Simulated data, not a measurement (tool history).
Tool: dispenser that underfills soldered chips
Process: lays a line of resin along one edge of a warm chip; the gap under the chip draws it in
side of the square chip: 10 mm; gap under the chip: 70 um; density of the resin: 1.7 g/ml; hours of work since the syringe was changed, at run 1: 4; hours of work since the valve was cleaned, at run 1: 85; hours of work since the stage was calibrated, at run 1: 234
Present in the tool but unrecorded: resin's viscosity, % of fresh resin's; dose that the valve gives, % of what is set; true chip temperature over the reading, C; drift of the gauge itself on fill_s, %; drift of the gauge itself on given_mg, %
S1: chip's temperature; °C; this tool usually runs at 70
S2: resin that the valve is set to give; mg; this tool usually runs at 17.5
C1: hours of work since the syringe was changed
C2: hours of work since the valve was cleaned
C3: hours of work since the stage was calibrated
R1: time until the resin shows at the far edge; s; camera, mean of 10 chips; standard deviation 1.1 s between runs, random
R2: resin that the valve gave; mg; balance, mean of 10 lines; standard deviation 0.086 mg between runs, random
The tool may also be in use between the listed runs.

run	hour	S1	S2	C1	C2	C3	R1	R2
1	0.0	70	17.5	4	85	234	158.5	16.01
# hour 5.6: new syringe of resin
2	5.6	70	17.5	0	89	237	113.3	16.12
3	12.6	70	17.5	5	94	242	172.2	16.07
# hour 16.4: new syringe of resin
4	18.6	70	21.6	2	97	246	121.5	19.74
# hour 27.7: new syringe of resin
5	29.1	63	17.5	1	104	253	160.8	15.93
6	35.0	63	17.5	5	108	257	232.6	15.75
# hour 38.4: new syringe of resin
7	42.3	63	17.5	3	113	262	189.6	15.75
# hour 49.8: new syringe of resin
8	53.0	70	15.2	2	120	269	146.1	13.48
9	57.3	70	15.2	5	123	272	188.8	13.54
# hour 61.0: new syringe of resin
10	66.2	70	20.9	3	129	278	148.2	18.47
# hour 72.1: new syringe of resin
11	76.9	70	20.9	3	136	285	144.6	18.28
12	81.2	56	17.5	6	139	288	345.4	15.26
# hour 83.0: new syringe of resin
13	90.0	56	17.5	5	145	293	306.2	15.09
# hour 93.8: new syringe of resin
# hour 99.0: dispensing valve cleaned and set on the balance
14	99.0	56	17.5	3	0	299	259.2	17.42
# hour 106.0: stage's temperature calibrated
# hour 106.6: new syringe of resin
15	106.6	56	17.5	0	4	0	185.8	17.45
16	113.9	70	17.5	5	9	5	163.7	17.31
# hour 117.5: new syringe of resin
17	120.0	70	17.5	2	13	9	126.9	17.36
# hour 128.7: new syringe of resin
18	129.5	72	19.6	0	19	15	102.4	19.22
# hour 139.7: new syringe of resin
19	140.5	82	19.6	1	27	23	69.8	19.02
20	149.1	82	20.4	6	33	28	117.7	19.76
# hour 150.9: new syringe of resin
21	158.1	82	20.4	5	39	34	100.6	19.54
# hour 161.9: new syringe of resin
22	167.6	82	20.4	4	45	41	93.4	19.62
# hour 172.8: new syringe of resin
23	173.0	70	16.2	0	48	44	113.6	15.49
24	182.7	77	22.7	7	55	51	144.5	21.51
# hour 183.6: new syringe of resin
25	188.4	65	20.0	3	59	54	171.6	18.86
# hour 194.3: new syringe of resin
26	194.3	65	20.0	0	62	58	129.8	18.75
27	198.8	65	20.0	3	65	61	168.7	18.74
# hour 205.2: new syringe of resin
28	205.6	82	19.4	0	70	66	70.2	18.05
29	210.9	82	19.4	4	73	69	96.7	18.07
# hour 216.3: new syringe of resin
30	218.9	67	16.1	2	79	75	149.3	14.92
# hour 227.5: new syringe of resin
31	229.8	67	17.0	2	86	82	140.7	15.69

What if the next run were any one of these 5? Each begins from the tool's condition after run 31:
A	236.5	61	15.3	6	90	86	?	?
B	236.5	75	17.0	6	90	86	?	?
C	236.5	84	17.5	6	90	86	?	?
D	236.5	61	17.5	6	90	86	?	?
E	236.5	59	21.0	6	90	86	?	?

run	R1	R2
A	281.2	14.09
B	153.1	15.57
C	109.4	16.11
D	269.7	15.88
E	283.8	19.17
With the hidden condition removed and each run's random variation left untouched, the same runs would have given:
run	R1	R2
A	159.7	15.39
B	87.8	17.01
C	63.2	17.59
D	154.9	17.35
E	165.0	20.95

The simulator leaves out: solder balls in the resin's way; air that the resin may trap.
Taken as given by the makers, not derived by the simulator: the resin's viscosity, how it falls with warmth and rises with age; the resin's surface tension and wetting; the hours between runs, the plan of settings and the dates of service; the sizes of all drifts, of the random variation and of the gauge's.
